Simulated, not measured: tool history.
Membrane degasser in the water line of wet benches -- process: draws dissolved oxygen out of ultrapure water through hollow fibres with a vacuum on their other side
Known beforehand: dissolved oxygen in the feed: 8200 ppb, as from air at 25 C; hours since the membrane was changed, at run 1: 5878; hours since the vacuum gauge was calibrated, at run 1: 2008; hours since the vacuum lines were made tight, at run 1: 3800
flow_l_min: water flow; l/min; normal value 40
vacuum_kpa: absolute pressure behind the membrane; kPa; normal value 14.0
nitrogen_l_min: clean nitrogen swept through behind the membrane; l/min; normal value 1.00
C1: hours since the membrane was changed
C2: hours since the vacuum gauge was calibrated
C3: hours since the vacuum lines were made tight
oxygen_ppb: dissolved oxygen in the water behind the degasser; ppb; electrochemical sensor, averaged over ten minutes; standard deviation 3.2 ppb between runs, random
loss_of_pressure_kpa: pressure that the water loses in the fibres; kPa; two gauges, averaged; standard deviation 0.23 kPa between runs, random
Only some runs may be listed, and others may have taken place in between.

Run 1, hour 0.0: usual settings; C1 5878; C2 2008; C3 3800. Result: oxygen_ppb 809.0 ppb, loss_of_pressure_kpa 60.38 kPa.
Run 2, hour 173.6: usual settings; C1 6051; C2 2181; C3 3973. Result: oxygen_ppb 806.2 ppb, loss_of_pressure_kpa 60.19 kPa.
Run 3, hour 377.0: usual settings; C1 6255; C2 2385; C3 4177. Result: oxygen_ppb 801.1 ppb, loss_of_pressure_kpa 60.16 kPa.
Run 4, hour 476.5: usual settings but vacuum_kpa 24.0 kPa; C1 6354; C2 2484; C3 4276. Result: oxygen_ppb 1445.8 ppb, loss_of_pressure_kpa 59.97 kPa.
Run 5, hour 664.7: usual settings but vacuum_kpa 24.0 kPa; C1 6542; C2 2672; C3 4464. Result: oxygen_ppb 1433.4 ppb, loss_of_pressure_kpa 60.53 kPa.
Run 6, hour 810.8: usual settings but vacuum_kpa 24.0 kPa; C1 6689; C2 2819; C3 4610. Result: oxygen_ppb 1429.5 ppb, loss_of_pressure_kpa 59.72 kPa.
Run 7, hour 940.8: usual settings but vacuum_kpa 24.0 kPa; C1 6819; C2 2949; C3 4740. Result: oxygen_ppb 1431.8 ppb, loss_of_pressure_kpa 60.27 kPa.
Run 8, hour 1056.6: usual settings but vacuum_kpa 19.7 kPa; C1 6934; C2 3064; C3 4856. Result: oxygen_ppb 1180.2 ppb, loss_of_pressure_kpa 60.01 kPa.
Run 9, hour 1267.4: usual settings but vacuum_kpa 19.7 kPa; C1 7145; C2 3275; C3 5067. Result: oxygen_ppb 1174.6 ppb, loss_of_pressure_kpa 59.79 kPa.
Run 10, hour 1474.9: usual settings but vacuum_kpa 27.1 kPa; C1 7353; C2 3483; C3 5275. Result: oxygen_ppb 1618.2 ppb, loss_of_pressure_kpa 59.20 kPa.
Run 11, hour 1709.3: usual settings but flow_l_min 39 l/min; C1 7587; C2 3717; C3 5509. Result: oxygen_ppb 786.7 ppb, loss_of_pressure_kpa 58.16 kPa.
Run 12, hour 1816.4: usual settings; C1 7694; C2 3824; C3 5616. Result: oxygen_ppb 806.5 ppb, loss_of_pressure_kpa 59.49 kPa.
Run 13, hour 2026.4: usual settings but nitrogen_l_min 0.80 l/min; C1 7904; C2 4034; C3 5826. Result: oxygen_ppb 941.6 ppb, loss_of_pressure_kpa 59.40 kPa.
Run 14, hour 2200.5: usual settings but vacuum_kpa 20.7 kPa, nitrogen_l_min 0.80 l/min; C1 8078; C2 4208; C3 6000. Result: oxygen_ppb 1446.2 ppb, loss_of_pressure_kpa 59.23 kPa.
Run 15, hour 2375.9: usual settings but flow_l_min 63 l/min, nitrogen_l_min 0.54 l/min; C1 8254; C2 4384; C3 6175. Result: oxygen_ppb 1619.4 ppb, loss_of_pressure_kpa 93.46 kPa.
Run 16, hour 2512.0: usual settings but flow_l_min 44 l/min, vacuum_kpa 31.6 kPa, nitrogen_l_min 0.82 l/min; C1 8390; C2 4520; C3 6312. Result: oxygen_ppb 2229.2 ppb, loss_of_pressure_kpa 65.54 kPa.
Run 17, hour 2656.6: usual settings but vacuum_kpa 21.4 kPa, nitrogen_l_min 2.27 l/min; C1 8534; C2 4664; C3 6456. Result: oxygen_ppb 678.5 ppb, loss_of_pressure_kpa 58.97 kPa.
Run 18, hour 2863.2: usual settings but vacuum_kpa 16.4 kPa, nitrogen_l_min 2.26 l/min; C1 8741; C2 4871; C3 6663. Result: oxygen_ppb 508.3 ppb, loss_of_pressure_kpa 59.19 kPa.
Run 19, hour 2985.0: usual settings but flow_l_min 64 l/min, vacuum_kpa 23.8 kPa, nitrogen_l_min 0.58 l/min; C1 8863; C2 4993; C3 6785. Result: oxygen_ppb 2658.8 ppb, loss_of_pressure_kpa 94.18 kPa.
At hour 3127.3: gauge calibrated.
Run 20, hour 3135.0: usual settings but flow_l_min 64 l/min, vacuum_kpa 23.8 kPa, nitrogen_l_min 0.58 l/min; C1 9013; C2 5143; C3 6935. Result: oxygen_ppb 2670.0 ppb, loss_of_pressure_kpa 96.81 kPa.
Run 21, hour 3369.6: usual settings but flow_l_min 33 l/min, vacuum_kpa 23.3 kPa; C1 9247; C2 5377; C3 7169. Result: oxygen_ppb 1209.3 ppb, loss_of_pressure_kpa 49.45 kPa.
Run 22, hour 3533.4: usual settings but flow_l_min 33 l/min, vacuum_kpa 23.3 kPa; C1 9411; C2 5541; C3 7333. Result: oxygen_ppb 1202.5 ppb, loss_of_pressure_kpa 49.44 kPa.
Run 23, hour 3700.3: usual settings but flow_l_min 33 l/min, vacuum_kpa 23.3 kPa; C1 9578; C2 5708; C3 7500. Result: oxygen_ppb 1216.1 ppb, loss_of_pressure_kpa 49.16 kPa.
Run 24, hour 3935.3: usual settings but flow_l_min 33 l/min, vacuum_kpa 27.0 kPa, nitrogen_l_min 1.23 l/min; C1 9813; C2 5943; C3 7735. Result: oxygen_ppb 1204.4 ppb, loss_of_pressure_kpa 49.98 kPa.
Run 25, hour 4040.6: usual settings but flow_l_min 28 l/min, vacuum_kpa 27.0 kPa, nitrogen_l_min 2.73 l/min; C1 9918; C2 6048; C3 7840. Result: oxygen_ppb 545.0 ppb, loss_of_pressure_kpa 41.98 kPa.

Branching from run 25: 4 alternative next runs. What would each branch give?
Run A, hour 4213.8: usual settings but flow_l_min 25 l/min, vacuum_kpa 9.9 kPa; C1 10092; C2 6222; C3 8013. Result: oxygen_ppb ?, loss_of_pressure_kpa ?.
Run B, hour 4213.8: usual settings but flow_l_min 59 l/min; C1 10092; C2 6222; C3 8013. Result: oxygen_ppb ?, loss_of_pressure_kpa ?.
Run C, hour 4213.8: usual settings but flow_l_min 24 l/min, vacuum_kpa 8.4 kPa, nitrogen_l_min 2.37 l/min; C1 10092; C2 6222; C3 8013. Result: oxygen_ppb ?, loss_of_pressure_kpa ?.
Run D, hour 4213.8: usual settings but flow_l_min 27 l/min, vacuum_kpa 32.4 kPa, nitrogen_l_min 0.53 l/min; C1 10092; C2 6222; C3 8013. Result: oxygen_ppb ?, loss_of_pressure_kpa ?.

run  oxygen_ppb  loss_of_pressure_kpa
  A       351.7                 37.52
  B      1072.2                 87.90
  C       124.9                 36.03
  D      2211.0                 40.48
What these runs would have given with no unlogged condition in the tool:
run  oxygen_ppb  loss_of_pressure_kpa
  A       351.3                 37.76
  B      1071.4                 88.46
  C       124.7                 36.26
  D      2210.5                 40.74
